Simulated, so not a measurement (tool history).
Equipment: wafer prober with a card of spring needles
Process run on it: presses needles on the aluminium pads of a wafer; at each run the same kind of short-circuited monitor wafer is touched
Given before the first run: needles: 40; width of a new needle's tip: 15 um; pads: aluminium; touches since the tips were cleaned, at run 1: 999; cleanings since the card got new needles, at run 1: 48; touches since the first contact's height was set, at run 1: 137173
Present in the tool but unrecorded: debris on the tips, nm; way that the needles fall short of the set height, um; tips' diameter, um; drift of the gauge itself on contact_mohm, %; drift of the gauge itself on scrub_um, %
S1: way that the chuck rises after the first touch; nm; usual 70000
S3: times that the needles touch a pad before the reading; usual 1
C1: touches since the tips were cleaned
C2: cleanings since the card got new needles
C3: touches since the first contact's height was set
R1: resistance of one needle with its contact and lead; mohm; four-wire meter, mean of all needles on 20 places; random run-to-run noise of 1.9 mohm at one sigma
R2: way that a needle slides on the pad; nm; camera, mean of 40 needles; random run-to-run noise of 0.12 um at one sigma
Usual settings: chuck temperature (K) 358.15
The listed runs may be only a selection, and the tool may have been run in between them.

run 1 day=0.000 | S1=70000 chuck_temperature_(K)=358.15 S3=1 | C1=999 C2=48 C3=137173 | R1=195 R2=8700
-- day=0.229 tips cleaned on abrasive film
-- day=0.538 tips cleaned on abrasive film
-- day=0.921 tips cleaned on abrasive film
-- day=1.225 tips cleaned on abrasive film
-- day=1.533 tips cleaned on abrasive film
run 2 day=1.696 | S1=70000 chuck_temperature_(K)=358.15 S3=1 | C1=1388 C2=53 C3=151265 | R1=198 R2=8540
-- day=1.854 tips cleaned on abrasive film
-- day=2.233 tips cleaned on abrasive film
-- day=2.542 tips cleaned on abrasive film
-- day=2.925 tips cleaned on abrasive film
-- day=3.229 tips cleaned on abrasive film
-- day=3.612 tips cleaned on abrasive film
-- day=3.996 tips cleaned on abrasive film
run 3 day=4.012 | S1=73000 chuck_temperature_(K)=358.15 S3=1 | C1=158 C2=60 C3=170477 | R1=199 R2=8830
-- day=4.321 tips cleaned on abrasive film
-- day=4.558 height of the first contact set anew
-- day=4.638 tips cleaned on abrasive film
-- day=4.946 tips cleaned on abrasive film
-- day=5.325 tips cleaned on abrasive film
run 4 day=5.579 | S1=73000 chuck_temperature_(K)=358.15 S3=1 | C1=2112 C2=64 C3=8464 | R1=197 R2=8780
-- day=5.658 tips cleaned on abrasive film
-- day=5.962 tips cleaned on abrasive film
-- day=6.346 tips cleaned on abrasive film
-- day=6.729 tips cleaned on abrasive film
-- day=7.108 tips cleaned on abrasive film
-- day=7.417 tips cleaned on abrasive film
run 5 day=7.583 | S1=73000 chuck_temperature_(K)=358.15 S3=1 | C1=1399 C2=70 C3=25107 | R1=197 R2=8930
-- day=7.738 tips cleaned on abrasive film
-- day=8.046 tips cleaned on abrasive film
-- day=8.425 tips cleaned on abrasive film
-- day=8.808 tips cleaned on abrasive film
-- day=9.117 tips cleaned on abrasive film
-- day=9.421 tips cleaned on abrasive film
-- day=9.804 tips cleaned on abrasive film
run 6 day=9.975 | S1=73000 chuck_temperature_(K)=358.15 S3=1 | C1=1453 C2=77 C3=44980 | R1=201 R2=8680
-- day=10.133 tips cleaned on abrasive film
-- day=10.512 tips cleaned on abrasive film
-- day=10.821 tips cleaned on abrasive film
-- day=11.125 tips cleaned on abrasive film
-- day=11.483 tips cleaned on abrasive film
run 7 day=11.483 | S1=73000 chuck_temperature_(K)=358.15 S3=1 | C1=0 C2=82 C3=57450 | R1=198 R2=9100
-- day=11.862 tips cleaned on abrasive film
-- day=12.171 tips cleaned on abrasive film
-- day=12.475 tips cleaned on abrasive film
-- day=12.858 tips cleaned on abrasive film
-- day=13.242 tips cleaned on abrasive film
-- day=13.546 tips cleaned on abrasive film
run 8 day=13.654 | S1=73000 chuck_temperature_(K)=358.15 S3=1 | C1=884 C2=88 C3=75484 | R1=199 R2=8760
-- day=13.883 tips cleaned on abrasive film
-- day=14.267 tips cleaned on abrasive film
-- day=14.571 tips cleaned on abrasive film
-- day=14.879 tips cleaned on abrasive film
-- day=15.258 tips cleaned on abrasive film
run 9 day=15.400 | S1=70000 chuck_temperature_(K)=358.15 S3=1 | C1=1181 C2=93 C3=90005 | R1=197 R2=8480
-- day=15.633 tips cleaned on abrasive film
-- day=16.012 tips cleaned on abrasive film
-- day=16.396 tips cleaned on abrasive film
-- day=16.704 tips cleaned on abrasive film
-- day=17.025 tips cleaned on abrasive film
run 10 day=17.025 | S1=70000 chuck_temperature_(K)=358.15 S3=1 | C1=0 C2=98 C3=103487 | R1=199 R2=8470
-- day=17.333 tips cleaned on abrasive film
-- day=17.712 tips cleaned on abrasive film
-- day=18.096 tips cleaned on abrasive film
-- day=18.479 tips cleaned on abrasive film
-- day=18.858 tips cleaned on abrasive film
-- day=19.242 tips cleaned on abrasive film
run 11 day=19.292 | S1=70000 chuck_temperature_(K)=358.15 S3=1 | C1=406 C2=104 C3=122314 | R1=201 R2=8400
-- day=19.596 tips cleaned on abrasive film
-- day=19.904 tips cleaned on abrasive film
-- day=20.208 tips cleaned on abrasive film
-- day=20.517 tips cleaned on abrasive film
-- day=20.825 tips cleaned on abrasive film
-- day=21.129 tips cleaned on abrasive film
-- day=21.512 tips cleaned on abrasive film
-- day=21.817 tips cleaned on abrasive film
run 12 day=21.871 | S1=70000 chuck_temperature_(K)=358.15 S3=1 | C1=456 C2=112 C3=143732 | R1=197 R2=8490
-- day=22.179 tips cleaned on abrasive film
-- day=22.483 tips cleaned on abrasive film
-- day=22.792 tips cleaned on abrasive film
-- day=23.100 tips cleaned on abrasive film
-- day=23.479 tips cleaned on abrasive film
run 13 day=23.721 | S1=70000 chuck_temperature_(K)=358.15 S3=1 | C1=2024 C2=117 C3=159095 | R1=197 R2=8430
-- day=23.800 tips cleaned on abrasive film
-- day=24.183 tips cleaned on abrasive film
-- day=24.567 tips cleaned on abrasive film
-- day=24.946 tips cleaned on abrasive film
-- day=25.329 tips cleaned on abrasive film
-- day=25.646 height of the first contact set anew
-- day=25.725 tips cleaned on abrasive film
-- day=26.029 tips cleaned on abrasive film
run 14 day=26.188 | S1=64000 chuck_temperature_(K)=386.15 S3=1 | C1=1323 C2=124 C3=4500 | R1=204 R2=7690
-- day=26.342 tips cleaned on abrasive film
-- day=26.650 tips cleaned on abrasive film
-- day=27.029 tips cleaned on abrasive film
-- day=27.338 tips cleaned on abrasive film
-- day=27.642 tips cleaned on abrasive film
run 15 day=27.696 | S1=70000 chuck_temperature_(K)=350.15 S3=1 | C1=442 C2=129 C3=17004 | R1=196 R2=8500
-- day=28.004 tips cleaned on abrasive film
-- day=28.308 tips cleaned on abrasive film
-- day=28.617 tips cleaned on abrasive film
-- day=29.000 tips cleaned on abrasive film
-- day=29.321 tips cleaned on abrasive film
run 16 day=29.321 | S1=68000 chuck_temperature_(K)=363.15 S3=1 | C1=0 C2=134 C3=30489 | R1=200 R2=8560
-- day=29.704 tips cleaned on abrasive film
-- day=30.008 tips cleaned on abrasive film
-- day=30.392 tips cleaned on abrasive film
run 17 day=30.525 | S1=71000 chuck_temperature_(K)=358.15 S3=2 | C1=1133 C2=137 C3=40514 | R1=198 R2=8400
-- day=30.758 tips cleaned on abrasive film
-- day=31.142 tips cleaned on abrasive film
-- day=31.521 tips cleaned on abrasive film
-- day=31.829 tips cleaned on abrasive film
-- day=32.133 tips cleaned on abrasive film
-- day=32.442 tips cleaned on abrasive film
-- day=32.825 tips cleaned on abrasive film
run 18 day=32.983 | S1=71000 chuck_temperature_(K)=358.15 S3=2 | C1=1355 C2=144 C3=60926 | R1=194 R2=8720
-- day=33.138 tips cleaned on abrasive film
-- day=33.446 tips cleaned on abrasive film
-- day=33.754 tips cleaned on abrasive film
-- day=34.058 tips cleaned on abrasive film
run 19 day=34.083 | S1=71000 chuck_temperature_(K)=358.15 S3=2 | C1=211 C2=148 C3=70024 | R1=201 R2=8720
-- day=34.392 tips cleaned on abrasive film
-- day=34.696 tips cleaned on abrasive film
-- day=35.004 tips cleaned on abrasive film
run 20 day=35.196 | S1=56000 chuck_temperature_(K)=350.15 S3=2 | C1=1631 C2=151 C3=79278 | R1=200 R2=6720
-- day=35.354 tips cleaned on abrasive film
-- day=35.658 tips cleaned on abrasive film
-- day=36.042 tips cleaned on abrasive film
-- day=36.346 tips cleaned on abrasive film
run 21 day=36.638 | S1=56000 chuck_temperature_(K)=350.15 S3=2 | C1=2434 C2=155 C3=91240 | R1=200 R2=6600
-- day=36.717 tips cleaned on abrasive film
-- day=37.025 tips cleaned on abrasive film
-- day=37.329 tips cleaned on abrasive film
-- day=37.712 tips cleaned on abrasive film
run 22 day=38.004 | S1=56000 chuck_temperature_(K)=350.15 S3=2 | C1=2464 C2=159 C3=102596 | R1=199 R2=6800
-- day=38.083 tips cleaned on abrasive film
-- day=38.392 tips cleaned on abrasive film
-- day=38.775 tips cleaned on abrasive film
-- day=39.079 tips cleaned on abrasive film
-- day=39.462 tips cleaned on abrasive film
-- day=39.846 tips cleaned on abrasive film
-- day=40.150 tips cleaned on abrasive film
-- day=40.533 tips cleaned on abrasive film
run 23 day=40.604 | S1=72000 chuck_temperature_(K)=301.15 S3=2 | C1=603 C2=167 C3=124161 | R1=187 R2=8740
-- day=40.912 tips cleaned on abrasive film
-- day=41.217 tips cleaned on abrasive film
-- day=41.600 tips cleaned on abrasive film
-- day=41.904 tips cleaned on abrasive film
-- day=42.288 tips cleaned on abrasive film
-- day=42.596 tips cleaned on abrasive film
-- day=42.900 tips cleaned on abrasive film
run 24 day=43.167 | S1=61000 chuck_temperature_(K)=330.15 S3=2 | C1=2243 C2=174 C3=145460 | R1=194 R2=7180

What if the next run were any one of these 4? Each begins from the tool's condition after run 24:
-- day=43.246 tips cleaned on abrasive film
-- day=43.554 tips cleaned on abrasive film
-- day=43.858 tips cleaned on abrasive film
-- day=44.167 tips cleaned on abrasive film
run A day=44.379 | S1=79000 chuck_temperature_(K)=310.15 S3=3 | C1=1799 C2=178 C3=155516 | R1=? R2=?
-- day=43.246 tips cleaned on abrasive film
-- day=43.554 tips cleaned on abrasive film
-- day=43.858 tips cleaned on abrasive film
-- day=44.167 tips cleaned on abrasive film
run B day=44.379 | S1=79000 chuck_temperature_(K)=349.15 S3=1 | C1=1799 C2=178 C3=155516 | R1=? R2=?
-- day=43.246 tips cleaned on abrasive film
-- day=43.554 tips cleaned on abrasive film
-- day=43.858 tips cleaned on abrasive film
-- day=44.167 tips cleaned on abrasive film
run C day=44.379 | S1=70000 chuck_temperature_(K)=358.15 S3=3 | C1=1799 C2=178 C3=155516 | R1=? R2=?
-- day=43.246 tips cleaned on abrasive film
-- day=43.554 tips cleaned on abrasive film
-- day=43.858 tips cleaned on abrasive film
-- day=44.167 tips cleaned on abrasive film
run D day=44.379 | S1=50000 chuck_temperature_(K)=362.15 S3=1 | C1=1799 C2=178 C3=155516 | R1=? R2=?

run=A R1=188 R2=9480
run=B R1=193 R2=9750
run=C R1=196 R2=8510
run=D R1=205 R2=6050
Take away the tool's hidden state, keep each run's random variation, and the runs would have read:
run=A R1=188 R2=9500
run=B R1=193 R2=9770
run=C R1=196 R2=8530
run=D R1=204 R2=6070
